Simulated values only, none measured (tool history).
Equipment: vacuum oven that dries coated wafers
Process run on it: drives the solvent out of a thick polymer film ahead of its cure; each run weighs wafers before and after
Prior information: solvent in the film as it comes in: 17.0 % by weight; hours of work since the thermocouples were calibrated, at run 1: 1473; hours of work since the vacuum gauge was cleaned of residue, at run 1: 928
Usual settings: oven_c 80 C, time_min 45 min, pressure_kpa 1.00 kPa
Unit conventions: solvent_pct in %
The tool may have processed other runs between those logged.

| run | hour | oven_c | time_min | pressure_kpa | hours of work since the thermocouples were calibrated | hours of work since the vacuum gauge was cleaned of residue | solvent_pct |
|---|---|---|---|---|---|---|---|
| 1 | 0.0 | 80 | 45 | 1.00 | 1473 | 928 | 1.38 |
| 2 | 98.7 | 80 | 45 | 1.00 | 1513 | 968 | 1.41 |
| 3 | 196.3 | 80 | 45 | 1.00 | 1553 | 1008 | 1.39 |
| 4 | 249.4 | 80 | 25 | 1.00 | 1574 | 1030 | 3.20 |
|  | 291.3 | oven's thermocouples calibrated |
| 5 | 324.8 | 80 | 25 | 1.00 | 14 | 1059 | 2.89 |
| 6 | 377.0 | 80 | 45 | 1.00 | 35 | 1081 | 1.24 |
| 7 | 447.1 | 80 | 45 | 1.00 | 63 | 1109 | 1.19 |
| 8 | 529.9 | 66 | 45 | 1.00 | 97 | 1143 | 3.52 |
| 9 | 628.8 | 80 | 40 | 1.00 | 137 | 1183 | 1.45 |
| 10 | 710.3 | 80 | 40 | 3.71 | 170 | 1216 | 3.17 |
|  | 719.3 | vacuum gauge cleaned of residue and calibrated |
| 11 | 811.7 | 80 | 62 | 3.71 | 211 | 38 | 2.65 |
| 12 | 875.2 | 80 | 62 | 3.71 | 237 | 63 | 2.65 |
| 13 | 944.1 | 80 | 62 | 3.71 | 265 | 91 | 2.66 |
| 14 | 992.2 | 80 | 55 | 3.71 | 284 | 111 | 2.72 |
| 15 | 1079.3 | 80 | 55 | 3.71 | 320 | 146 | 2.74 |
|  | 1088.0 | vacuum gauge cleaned of residue and calibrated, once more |
| 16 | 1167.4 | 75 | 45 | 1.00 | 355 | 32 | 1.83 |
| 17 | 1242.6 | 80 | 45 | 1.00 | 385 | 63 | 1.19 |
| 18 | 1309.5 | 80 | 45 | 1.00 | 412 | 90 | 1.23 |
| 19 | 1387.9 | 80 | 45 | 1.00 | 444 | 122 | 1.23 |
| 20 | 1442.2 | 80 | 45 | 1.00 | 466 | 144 | 1.28 |
| 21 | 1490.7 | 80 | 55 | 1.16 | 486 | 164 | 1.04 |
| 22 | 1557.0 | 67 | 45 | 1.00 | 513 | 191 | 3.34 |
| 23 | 1626.0 | 81 | 39 | 1.00 | 541 | 219 | 1.43 |
| 24 | 1732.1 | 76 | 24 | 1.58 | 584 | 262 | 4.36 |
| 25 | 1831.0 | 67 | 27 | 1.13 | 624 | 302 | 5.73 |
| 26 | 1905.8 | 73 | 35 | 1.11 | 655 | 332 | 3.13 |
| 27 | 2009.7 | 68 | 56 | 1.19 | 697 | 374 | 2.63 |
| 28 | 2081.9 | 80 | 45 | 1.00 | 726 | 404 | 1.29 |
| 29 | 2193.0 | 74 | 24 | 1.17 | 771 | 449 | 4.59 |
| 30 | 2304.1 | 74 | 24 | 1.17 | 817 | 494 | 4.58 |
| 31 | 2386.6 | 74 | 24 | 1.17 | 850 | 528 | 4.63 |
| 32 | 2478.0 | 70 | 72 | 1.17 | 887 | 565 | 1.77 |
| 33 | 2579.2 | 70 | 26 | 1.17 | 928 | 606 | 5.27 |
| 34 | 2655.2 | 79 | 68 | 1.34 | 959 | 637 | 1.15 |
| 35 | 2737.4 | 70 | 22 | 0.61 | 993 | 670 | 5.74 |
| 36 | 2839.8 | 80 | 23 | 1.17 | 1034 | 712 | 3.59 |
| 37 | 2903.7 | 69 | 23 | 3.01 | 1060 | 738 | 7.52 |

Results per run with the tool's hidden condition removed, run-to-run variation unchanged:
What the log doesn't record here: true wafer temperature over the reading, C; true pressure over the reading, kPa; drift of the gauge itself on solvent_pct, %.
| run | solvent_pct |
|---|---|
| 1 | 1.12 |
| 2 | 1.14 |
| 3 | 1.11 |
| 4 | 2.75 |
| 5 | 2.77 |
| 6 | 1.13 |
| 7 | 1.07 |
| 8 | 3.30 |
| 9 | 1.31 |
| 10 | 3.00 |
| 11 | 2.46 |
| 12 | 2.46 |
| 13 | 2.47 |
| 14 | 2.52 |
| 15 | 2.53 |
| 16 | 1.74 |
| 17 | 1.12 |
| 18 | 1.15 |
| 19 | 1.15 |
| 20 | 1.19 |
| 21 | 0.96 |
| 22 | 3.13 |
| 23 | 1.32 |
| 24 | 4.13 |
| 25 | 5.45 |
| 26 | 2.89 |
| 27 | 2.38 |
| 28 | 1.14 |
| 29 | 4.28 |
| 30 | 4.25 |
| 31 | 4.29 |
| 32 | 1.53 |
| 33 | 4.87 |
| 34 | 0.99 |
| 35 | 5.33 |
| 36 | 3.23 |
| 37 | 7.02 |
